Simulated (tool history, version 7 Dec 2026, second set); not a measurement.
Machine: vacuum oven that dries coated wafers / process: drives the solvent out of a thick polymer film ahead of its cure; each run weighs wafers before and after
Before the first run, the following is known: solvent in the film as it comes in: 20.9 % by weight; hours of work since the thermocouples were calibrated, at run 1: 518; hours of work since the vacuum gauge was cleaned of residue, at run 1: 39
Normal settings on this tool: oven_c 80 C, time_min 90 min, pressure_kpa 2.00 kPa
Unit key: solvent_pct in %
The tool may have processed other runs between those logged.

| run | hour | oven_c | time_min | pressure_kpa | hours of work since the thermocouples were calibrated | hours of work since the vacuum gauge was cleaned of residue | solvent_pct |
|---|---|---|---|---|---|---|---|
| 1 | 0.0 | 80 | 90 | 2.00 | 518 | 39 | 1.51 |
| 2 | 16.0 | 80 | 90 | 2.00 | 531 | 51 | 1.44 |
| 3 | 26.2 | 80 | 90 | 2.00 | 538 | 59 | 1.50 |
| 4 | 39.7 | 80 | 90 | 2.00 | 549 | 69 | 1.54 |
| 5 | 52.4 | 80 | 117 | 2.00 | 558 | 79 | 0.97 |
| 6 | 68.5 | 80 | 117 | 2.00 | 571 | 91 | 1.02 |
| 7 | 83.6 | 80 | 116 | 2.00 | 582 | 103 | 0.92 |
| 8 | 96.6 | 80 | 90 | 3.61 | 592 | 113 | 1.91 |
| 9 | 105.9 | 80 | 90 | 2.00 | 599 | 120 | 1.49 |
| 10 | 121.6 | 82 | 90 | 2.00 | 611 | 132 | 1.12 |
| 11 | 136.6 | 94 | 90 | 2.00 | 623 | 144 | 0.38 |
| 12 | 149.7 | 80 | 90 | 2.00 | 633 | 154 | 1.43 |
| 13 | 166.8 | 92 | 90 | 2.00 | 646 | 167 | 0.36 |
| 14 | 174.6 | 80 | 90 | 1.89 | 652 | 173 | 1.44 |
|  | 177.5 | oven's thermocouples calibrated |
| 15 | 190.1 | 80 | 90 | 1.89 | 10 | 183 | 1.39 |
| 16 | 200.5 | 89 | 148 | 1.23 | 18 | 191 | 0.27 |
| 17 | 212.8 | 89 | 148 | 1.23 | 27 | 200 | 0.26 |
| 18 | 227.2 | 89 | 148 | 1.23 | 38 | 211 | 0.28 |
|  | 235.4 | oven's thermocouples calibrated, once more |
| 19 | 239.1 | 89 | 148 | 1.23 | 3 | 219 | 0.27 |
| 20 | 255.9 | 71 | 90 | 1.57 | 16 | 232 | 4.55 |
| 21 | 264.9 | 71 | 90 | 1.57 | 23 | 239 | 4.53 |
| 22 | 278.6 | 80 | 161 | 6.06 | 33 | 249 | 2.12 |
| 23 | 289.2 | 90 | 92 | 3.39 | 41 | 257 | 0.80 |
| 24 | 296.8 | 94 | 49 | 1.44 | 47 | 263 | 0.64 |
| 25 | 305.5 | 71 | 82 | 3.48 | 54 | 270 | 5.65 |
| 26 | 320.8 | 72 | 90 | 2.00 | 65 | 281 | 4.21 |
| 27 | 334.1 | 72 | 90 | 2.00 | 75 | 292 | 4.24 |
| 28 | 348.0 | 69 | 58 | 2.00 | 86 | 302 | 8.07 |
| 29 | 359.6 | 86 | 90 | 2.94 | 95 | 311 | 0.97 |

What if the next run were any one of these 3? Each begins from the tool's condition after run 29:
| A | 371.5 | 83 | 90 | 3.61 | 104 | 320 | ? |
| B | 371.5 | 80 | 78 | 2.00 | 104 | 320 | ? |
| C | 371.5 | 80 | 93 | 5.56 | 104 | 320 | ? |

| run | solvent_pct |
|---|---|
| A | 1.55 |
| B | 2.10 |
| C | 2.60 |
Without the tool's unlogged condition, the same runs would have read:
| run | solvent_pct |
|---|---|
| A | 1.62 |
| B | 2.23 |
| C | 2.71 |
